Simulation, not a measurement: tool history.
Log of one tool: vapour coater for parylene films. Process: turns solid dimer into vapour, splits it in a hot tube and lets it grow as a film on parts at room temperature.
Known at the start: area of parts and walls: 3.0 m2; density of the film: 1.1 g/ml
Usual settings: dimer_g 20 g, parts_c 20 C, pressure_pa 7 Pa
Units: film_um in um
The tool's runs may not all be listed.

run,day,dimer_g,parts_c,pressure_pa,film_um
1,0,20,20,7,4.35
2,1.033,20,20,7,4.33
3,2.233,20,20,2.68,4.94
4,4.125,20,20,7,4.22
5,5.454,20,20,7,4.29
6,6.304,20,20,7,4.29
7,7.158,29,23,3.18,6.37
# day 7.817: trap's valve overhauled
8,8.596,20,20,10.39,4.29
9,9.558,20,20,10.39,4.28
10,10.479,20,20,10.39,4.24
11,11.692,20,20,7.34,4.35
12,12.954,17,23,4.65,3.67

4 ways to go on from here, each from the tool as it stands after run 12. What would each give?
A,14.679,12,20,3.41,?
B,14.679,28,22,4.14,?
C,14.679,16,15,2.49,?
D,14.679,20,17,7,?

run,film_um
A,2.99
B,6.32
C,4.7
D,4.79
Without the tool's hidden state the same runs would have given:
run,film_um
A,3.08
B,6.51
C,4.81
D,4.93
